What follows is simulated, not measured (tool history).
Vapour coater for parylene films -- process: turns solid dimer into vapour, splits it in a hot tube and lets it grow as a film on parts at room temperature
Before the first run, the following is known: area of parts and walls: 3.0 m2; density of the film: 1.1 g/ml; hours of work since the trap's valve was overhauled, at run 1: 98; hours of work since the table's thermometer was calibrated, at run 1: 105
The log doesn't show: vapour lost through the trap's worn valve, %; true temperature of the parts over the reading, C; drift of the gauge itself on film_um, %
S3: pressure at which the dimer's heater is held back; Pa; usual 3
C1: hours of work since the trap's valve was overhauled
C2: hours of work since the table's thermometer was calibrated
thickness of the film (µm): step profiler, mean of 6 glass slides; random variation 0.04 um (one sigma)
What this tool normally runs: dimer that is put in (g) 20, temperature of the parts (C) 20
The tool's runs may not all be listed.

run 1 hour=0 | dimer_that_is_put_in_(g)=20 temperature_of_the_parts_(C)=20 S3=3 | C1=98 C2=105 | thickness_of_the_film_(µm)=4.38
run 2 hour=41.6 | dimer_that_is_put_in_(g)=20 temperature_of_the_parts_(C)=20 S3=3 | C1=116 C2=123 | thickness_of_the_film_(µm)=4.4
run 3 hour=104.8 | dimer_that_is_put_in_(g)=20 temperature_of_the_parts_(C)=20 S3=3 | C1=144 C2=151 | thickness_of_the_film_(µm)=4.38
run 4 hour=171 | dimer_that_is_put_in_(g)=20 temperature_of_the_parts_(C)=20 S3=3 | C1=173 C2=180 | thickness_of_the_film_(µm)=4.42
run 5 hour=201.4 | dimer_that_is_put_in_(g)=20 temperature_of_the_parts_(C)=20 S3=3 | C1=187 C2=193 | thickness_of_the_film_(µm)=4.33
run 6 hour=259.1 | dimer_that_is_put_in_(g)=20 temperature_of_the_parts_(C)=20 S3=3 | C1=212 C2=218 | thickness_of_the_film_(µm)=4.41
run 7 hour=293.2 | dimer_that_is_put_in_(g)=20 temperature_of_the_parts_(C)=20 S3=3 | C1=227 C2=233 | thickness_of_the_film_(µm)=4.4
run 8 hour=332 | dimer_that_is_put_in_(g)=20 temperature_of_the_parts_(C)=22 S3=3 | C1=244 C2=251 | thickness_of_the_film_(µm)=3.95
run 9 hour=387.1 | dimer_that_is_put_in_(g)=25 temperature_of_the_parts_(C)=20 S3=3 | C1=268 C2=275 | thickness_of_the_film_(µm)=5.39
run 10 hour=418.7 | dimer_that_is_put_in_(g)=20 temperature_of_the_parts_(C)=27 S3=3 | C1=282 C2=289 | thickness_of_the_film_(µm)=3.05
run 11 hour=468 | dimer_that_is_put_in_(g)=20 temperature_of_the_parts_(C)=18 S3=3 | C1=304 C2=310 | thickness_of_the_film_(µm)=4.84
run 12 hour=496.8 | dimer_that_is_put_in_(g)=20 temperature_of_the_parts_(C)=18 S3=3 | C1=316 C2=323 | thickness_of_the_film_(µm)=4.86
run 13 hour=530.8 | dimer_that_is_put_in_(g)=20 temperature_of_the_parts_(C)=18 S3=3 | C1=331 C2=338 | thickness_of_the_film_(µm)=4.8
run 14 hour=593.9 | dimer_that_is_put_in_(g)=20 temperature_of_the_parts_(C)=18 S3=3 | C1=359 C2=365 | thickness_of_the_film_(µm)=4.81
run 15 hour=661.2 | dimer_that_is_put_in_(g)=20 temperature_of_the_parts_(C)=18 S3=3 | C1=388 C2=395 | thickness_of_the_film_(µm)=4.82
run 16 hour=721 | dimer_that_is_put_in_(g)=20 temperature_of_the_parts_(C)=18 S3=3 | C1=415 C2=421 | thickness_of_the_film_(µm)=4.75
run 17 hour=769.2 | dimer_that_is_put_in_(g)=20 temperature_of_the_parts_(C)=20 S3=3 | C1=436 C2=442 | thickness_of_the_film_(µm)=4.43
run 18 hour=820 | dimer_that_is_put_in_(g)=20 temperature_of_the_parts_(C)=20 S3=3 | C1=458 C2=465 | thickness_of_the_film_(µm)=4.29
run 19 hour=852.8 | dimer_that_is_put_in_(g)=20 temperature_of_the_parts_(C)=20 S3=3 | C1=472 C2=479 | thickness_of_the_film_(µm)=4.39
run 20 hour=903 | dimer_that_is_put_in_(g)=20 temperature_of_the_parts_(C)=20 S3=3 | C1=494 C2=501 | thickness_of_the_film_(µm)=4.37
run 21 hour=931.3 | dimer_that_is_put_in_(g)=20 temperature_of_the_parts_(C)=13 S3=3 | C1=507 C2=514 | thickness_of_the_film_(µm)=5.91
run 22 hour=996.3 | dimer_that_is_put_in_(g)=20 temperature_of_the_parts_(C)=20 S3=3 | C1=535 C2=542 | thickness_of_the_film_(µm)=4.39
run 23 hour=1034.4 | dimer_that_is_put_in_(g)=20 temperature_of_the_parts_(C)=20 S3=3 | C1=552 C2=559 | thickness_of_the_film_(µm)=4.34
run 24 hour=1077 | dimer_that_is_put_in_(g)=20 temperature_of_the_parts_(C)=18 S3=2.37 | C1=571 C2=578 | thickness_of_the_film_(µm)=5.05
run 25 hour=1115.6 | dimer_that_is_put_in_(g)=12 temperature_of_the_parts_(C)=31 S3=2.97 | C1=588 C2=594 | thickness_of_the_film_(µm)=1.51
run 26 hour=1178.9 | dimer_that_is_put_in_(g)=12 temperature_of_the_parts_(C)=31 S3=2.97 | C1=616 C2=622 | thickness_of_the_film_(µm)=1.46
run 27 hour=1219.3 | dimer_that_is_put_in_(g)=12 temperature_of_the_parts_(C)=30 S3=2.97 | C1=633 C2=640 | thickness_of_the_film_(µm)=1.64
-- hour=1246 trap's valve overhauled
run 28 hour=1271 | dimer_that_is_put_in_(g)=20 temperature_of_the_parts_(C)=26 S3=3 | C1=11 C2=661 | thickness_of_the_film_(µm)=3.28
run 29 hour=1309.3 | dimer_that_is_put_in_(g)=25 temperature_of_the_parts_(C)=26 S3=3 | C1=28 C2=678 | thickness_of_the_film_(µm)=4.07
run 30 hour=1337.9 | dimer_that_is_put_in_(g)=25 temperature_of_the_parts_(C)=26 S3=3 | C1=40 C2=690 | thickness_of_the_film_(µm)=4.03
run 31 hour=1387.3 | dimer_that_is_put_in_(g)=25 temperature_of_the_parts_(C)=26 S3=3 | C1=62 C2=712 | thickness_of_the_film_(µm)=3.99
run 32 hour=1431.1 | dimer_that_is_put_in_(g)=25 temperature_of_the_parts_(C)=26 S3=3 | C1=81 C2=731 | thickness_of_the_film_(µm)=4.05
run 33 hour=1460.2 | dimer_that_is_put_in_(g)=25 temperature_of_the_parts_(C)=26 S3=3 | C1=94 C2=744 | thickness_of_the_film_(µm)=4.06
run 34 hour=1525 | dimer_that_is_put_in_(g)=8 temperature_of_the_parts_(C)=20 S3=3 | C1=122 C2=772 | thickness_of_the_film_(µm)=1.76
run 35 hour=1556.3 | dimer_that_is_put_in_(g)=8 temperature_of_the_parts_(C)=20 S3=3 | C1=136 C2=786 | thickness_of_the_film_(µm)=1.73
run 36 hour=1604.7 | dimer_that_is_put_in_(g)=14 temperature_of_the_parts_(C)=19 S3=2.16 | C1=157 C2=807 | thickness_of_the_film_(µm)=3.38
run 37 hour=1652 | dimer_that_is_put_in_(g)=14 temperature_of_the_parts_(C)=19 S3=2.16 | C1=178 C2=828 | thickness_of_the_film_(µm)=3.43
run 38 hour=1683.1 | dimer_that_is_put_in_(g)=14 temperature_of_the_parts_(C)=19 S3=2.16 | C1=192 C2=842 | thickness_of_the_film_(µm)=3.43
run 39 hour=1735.8 | dimer_that_is_put_in_(g)=14 temperature_of_the_parts_(C)=19 S3=2.16 | C1=215 C2=865 | thickness_of_the_film_(µm)=3.45
run 40 hour=1791.2 | dimer_that_is_put_in_(g)=14 temperature_of_the_parts_(C)=19 S3=2.16 | C1=239 C2=889 | thickness_of_the_film_(µm)=3.45
run 41 hour=1839.2 | dimer_that_is_put_in_(g)=23 temperature_of_the_parts_(C)=19 S3=9.89 | C1=260 C2=910 | thickness_of_the_film_(µm)=4.21
run 42 hour=1885.7 | dimer_that_is_put_in_(g)=12 temperature_of_the_parts_(C)=31 S3=4.3 | C1=281 C2=931 | thickness_of_the_film_(µm)=1.44
run 43 hour=1938.1 | dimer_that_is_put_in_(g)=18 temperature_of_the_parts_(C)=13 S3=4.3 | C1=304 C2=954 | thickness_of_the_film_(µm)=5.23
run 44 hour=1999.6 | dimer_that_is_put_in_(g)=10 temperature_of_the_parts_(C)=16 S3=4.43 | C1=331 C2=981 | thickness_of_the_film_(µm)=2.48
run 45 hour=2055.3 | dimer_that_is_put_in_(g)=18 temperature_of_the_parts_(C)=32 S3=4.43 | C1=355 C2=1005 | thickness_of_the_film_(µm)=2.01
run 46 hour=2105.5 | dimer_that_is_put_in_(g)=8 temperature_of_the_parts_(C)=30 S3=4.08 | C1=377 C2=1027 | thickness_of_the_film_(µm)=1.03

For each entry between runs, how does the tool's hidden state at the last listed run before it compare with that at the first listed run after it?
After run 27, before run 28: trap's valve overhauled (hour 1246)
  vapour lost through the trap's worn valve, %: 0.5 -> 0
